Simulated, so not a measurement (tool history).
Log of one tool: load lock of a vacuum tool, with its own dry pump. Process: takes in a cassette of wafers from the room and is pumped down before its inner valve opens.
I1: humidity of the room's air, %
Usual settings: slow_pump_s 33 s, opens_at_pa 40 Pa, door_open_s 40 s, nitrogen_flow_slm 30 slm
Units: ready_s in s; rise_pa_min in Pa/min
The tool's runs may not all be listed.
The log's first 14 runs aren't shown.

Run 15, hour 1845.6: usual settings; I1 44.8. Result: ready_s 48.6 s, rise_pa_min 0.021 Pa/min.
Run 16, hour 1938.6: usual settings; I1 47.0. Result: ready_s 48.6 s, rise_pa_min 0.017 Pa/min.
Run 17, hour 2035.1: usual settings; I1 45.5. Result: ready_s 48.2 s, rise_pa_min 0.018 Pa/min.
Run 18, hour 2176.1: usual settings; I1 46.6. Result: ready_s 47.8 s, rise_pa_min 0.023 Pa/min.
Run 19, hour 2264.2: usual settings; I1 42.0. Result: ready_s 48.5 s, rise_pa_min 0.016 Pa/min.
Run 20, hour 2430.1: usual settings; I1 42.8. Result: ready_s 48.3 s, rise_pa_min 0.026 Pa/min.
Run 21, hour 2542.6: usual settings; I1 42.9. Result: ready_s 48.2 s, rise_pa_min 0.020 Pa/min.
Run 22, hour 2665.3: usual settings but opens_at_pa 43 Pa; I1 45.3. Result: ready_s 47.9 s, rise_pa_min 0.022 Pa/min.
Run 23, hour 2819.1: usual settings but opens_at_pa 43 Pa; I1 50.4. Result: ready_s 48.2 s, rise_pa_min 0.023 Pa/min.
Run 24, hour 2979.5: usual settings but slow_pump_s 19 s, opens_at_pa 35 Pa, nitrogen_flow_slm 9 slm; I1 43.4. Result: ready_s 36.3 s, rise_pa_min 0.031 Pa/min.
Run 25, hour 3161.2: usual settings but slow_pump_s 20 s, door_open_s 93 s, nitrogen_flow_slm 5 slm; I1 44.0. Result: ready_s 37.2 s, rise_pa_min 0.047 Pa/min.
Run 26, hour 3279.6: usual settings but slow_pump_s 38 s, nitrogen_flow_slm 38 slm; I1 39.6. Result: ready_s 52.5 s, rise_pa_min 0.018 Pa/min.
Run 27, hour 3431.2: usual settings but slow_pump_s 38 s, nitrogen_flow_slm 38 slm; I1 44.2. Result: ready_s 52.9 s, rise_pa_min 0.019 Pa/min.
Run 28, hour 3584.4: usual settings but slow_pump_s 38 s, nitrogen_flow_slm 38 slm; I1 47.0. Result: ready_s 52.9 s, rise_pa_min 0.017 Pa/min.
Run 29, hour 3693.6: usual settings but nitrogen_flow_slm 8 slm; I1 44.6. Result: ready_s 48.3 s, rise_pa_min 0.034 Pa/min.
Run 30, hour 3826.2: usual settings but slow_pump_s 25 s, opens_at_pa 67 Pa; I1 46.8. Result: ready_s 39.6 s, rise_pa_min 0.023 Pa/min.
Run 31, hour 3922.2: usual settings but slow_pump_s 17 s, opens_at_pa 41 Pa, nitrogen_flow_slm 15 slm; I1 43.5. Result: ready_s 34.3 s, rise_pa_min 0.029 Pa/min.
Run 32, hour 4100.1: usual settings but door_open_s 55 s, nitrogen_flow_slm 9 slm; I1 47.4. Result: ready_s 48.5 s, rise_pa_min 0.036 Pa/min.
Run 33, hour 4229.4: usual settings but slow_pump_s 41 s, opens_at_pa 79 Pa, door_open_s 27 s, nitrogen_flow_slm 27 slm; I1 44.6. Result: ready_s 53.1 s, rise_pa_min 0.019 Pa/min.
Run 34, hour 4399.0: usual settings but slow_pump_s 41 s, opens_at_pa 79 Pa, door_open_s 162 s, nitrogen_flow_slm 25 slm; I1 45.0. Result: ready_s 53.8 s, rise_pa_min 0.026 Pa/min.
Run 35, hour 4514.1: usual settings but slow_pump_s 21 s, opens_at_pa 39 Pa; I1 47.3. Result: ready_s 38.2 s, rise_pa_min 0.027 Pa/min.
Run 36, hour 4600.0: usual settings but slow_pump_s 63 s, nitrogen_flow_slm 21 slm; I1 45.2. Result: ready_s 74.2 s, rise_pa_min 0.028 Pa/min.
Run 37, hour 4692.5: usual settings but slow_pump_s 63 s, door_open_s 199 s, nitrogen_flow_slm 33 slm; I1 44.0. Result: ready_s 73.9 s, rise_pa_min 0.027 Pa/min.

3 ways to go on from here, each from the tool as it stands after run 37. What would each give?
Run A, hour 4795.2: usual settings but slow_pump_s 55 s, opens_at_pa 74 Pa; I1 45.0. Result: ready_s ?, rise_pa_min ?.
Run B, hour 4795.2: usual settings but slow_pump_s 63 s, opens_at_pa 37 Pa, door_open_s 108 s, nitrogen_flow_slm 8 slm; I1 44.8. Result: ready_s ?, rise_pa_min ?.
Run C, hour 4795.2: usual settings but nitrogen_flow_slm 21 slm; I1 45.2. Result: ready_s ?, rise_pa_min ?.

run  ready_s  rise_pa_min
  A     65.1        0.023
  B     74.9        0.049
  C     48.2        0.024
Without the tool's hidden state the same runs would have given:
run  ready_s  rise_pa_min
  A     65.1        0.023
  B     74.9        0.048
  C     48.2        0.024
